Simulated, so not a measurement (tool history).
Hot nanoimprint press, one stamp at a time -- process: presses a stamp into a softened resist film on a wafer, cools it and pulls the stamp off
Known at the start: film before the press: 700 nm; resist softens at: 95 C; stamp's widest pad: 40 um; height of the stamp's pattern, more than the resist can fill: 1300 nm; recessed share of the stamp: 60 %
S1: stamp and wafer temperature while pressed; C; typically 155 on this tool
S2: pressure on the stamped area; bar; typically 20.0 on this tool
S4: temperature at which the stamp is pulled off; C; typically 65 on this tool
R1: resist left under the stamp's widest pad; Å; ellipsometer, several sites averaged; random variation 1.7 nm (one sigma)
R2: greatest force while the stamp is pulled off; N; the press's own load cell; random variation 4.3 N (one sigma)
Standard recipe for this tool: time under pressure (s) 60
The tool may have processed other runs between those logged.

Run 1, hour 0.0: usual settings. Result: R1 2689 Å, R2 236 N.
Run 2, hour 17.1: usual settings. Result: R1 2685 Å, R2 234 N.
Run 3, hour 32.4: usual settings. Result: R1 2705 Å, R2 234 N.
Run 4, hour 42.2: usual settings but S1 149 C. Result: R1 3774 Å, R2 236 N.
Run 5, hour 52.7: usual settings but S1 149 C. Result: R1 3785 Å, R2 234 N.
Run 6, hour 65.7: usual settings but S1 149 C. Result: R1 3820 Å, R2 245 N.
Run 7, hour 82.6: usual settings but S1 166 C. Result: R1 1474 Å, R2 238 N.
Run 8, hour 96.6: usual settings but S1 166 C. Result: R1 1486 Å, R2 235 N.
Run 9, hour 109.3: usual settings but S1 166 C. Result: R1 1485 Å, R2 248 N.
Run 10, hour 116.8: usual settings but S1 166 C. Result: R1 1494 Å, R2 243 N.
Run 11, hour 134.5: usual settings but S1 166 C. Result: R1 1484 Å, R2 239 N.
Run 12, hour 148.3: usual settings but S1 166 C. Result: R1 1493 Å, R2 242 N.
Run 13, hour 156.0: usual settings but S2 23.4 bar. Result: R1 2490 Å, R2 246 N.
Run 14, hour 164.6: usual settings but S2 23.4 bar. Result: R1 2488 Å, R2 248 N.
Run 15, hour 174.3: usual settings. Result: R1 2720 Å, R2 248 N.
Run 16, hour 183.7: usual settings but S2 19.3 bar. Result: R1 2816 Å, R2 252 N.
Run 17, hour 201.5: usual settings but S1 147 C, time under pressure (s) 80, S4 59 C. Result: R1 3936 Å, R2 263 N.
Run 18, hour 210.9: usual settings but S1 147 C, time under pressure (s) 80, S4 59 C. Result: R1 3954 Å, R2 266 N.
Run 19, hour 224.9: usual settings but S1 147 C, S2 12.5 bar, time under pressure (s) 99. Result: R1 4545 Å, R2 249 N.
Run 20, hour 238.2: usual settings but S1 147 C, S2 12.5 bar, time under pressure (s) 99. Result: R1 4594 Å, R2 262 N.
Run 21, hour 247.6: usual settings but S1 147 C, S2 12.5 bar, time under pressure (s) 73. Result: R1 4916 Å, R2 258 N.
Run 22, hour 263.8: usual settings but S1 158 C, S2 31.6 bar, time under pressure (s) 44. Result: R1 2035 Å, R2 248 N.
Run 23, hour 272.5: usual settings but S1 148 C, S2 31.2 bar, time under pressure (s) 52, S4 56 C. Result: R1 3448 Å, R2 274 N.
Run 24, hour 284.6: usual settings but S1 148 C, S2 31.2 bar, time under pressure (s) 52, S4 56 C. Result: R1 3471 Å, R2 271 N.
Run 25, hour 300.8: usual settings but S1 146 C, S2 31.2 bar, time under pressure (s) 100, S4 56 C. Result: R1 3170 Å, R2 273 N.
Run 26, hour 313.0: usual settings but S1 146 C, S2 14.1 bar, time under pressure (s) 100, S4 70 C. Result: R1 4626 Å, R2 239 N.
Run 27, hour 321.1: usual settings but S1 153 C, S2 23.9 bar, time under pressure (s) 33, S4 56 C. Result: R1 3475 Å, R2 284 N.
Run 28, hour 330.5: usual settings but S1 153 C, S2 23.9 bar, time under pressure (s) 33, S4 56 C. Result: R1 3513 Å, R2 279 N.
Run 29, hour 347.2: usual settings but S1 153 C, S2 23.9 bar, time under pressure (s) 33, S4 56 C. Result: R1 3466 Å, R2 276 N.
Run 30, hour 355.1: usual settings but S1 153 C, S2 23.9 bar, time under pressure (s) 33, S4 56 C. Result: R1 3488 Å, R2 281 N.

Below, each run's measurement less what the same run would have read without the hidden state. Both values contain the same run-to-run variation, but the gauge's scatter may not be the same in both:
What the log doesn't record here: true temperature over the reading, C; pressure that arrives at the usual setting, %; grip of the stamp's worn release coat, % over a new coat's; drift of the gauge itself on residual_nm, %; drift of the gauge itself on pull_off_n, %.
run    R1   R2
  1   +57  +27
  2   +62  +27
  3   +67  +27
  4   +92  +28
  5   +97  +29
  6  +103  +31
  7   +43  +31
  8   +44  +32
  9   +46  +34
 10   +48  +33
 11   +51  +34
 12   +53  +35
 13   +99  +36
 14  +102  +37
 15  +110  +37
 16  +115  +39
 17  +162  +41
 18  +167  +42
 19  +164  +41
 20  +171  +43
 21  +169  +43
 22  +112  +43
 23  +192  +47
 24  +197  +47
 25  +199  +49
 26  +208  +43
 27  +190  +52
 28  +196  +51
 29  +199  +52
 30  +203  +54

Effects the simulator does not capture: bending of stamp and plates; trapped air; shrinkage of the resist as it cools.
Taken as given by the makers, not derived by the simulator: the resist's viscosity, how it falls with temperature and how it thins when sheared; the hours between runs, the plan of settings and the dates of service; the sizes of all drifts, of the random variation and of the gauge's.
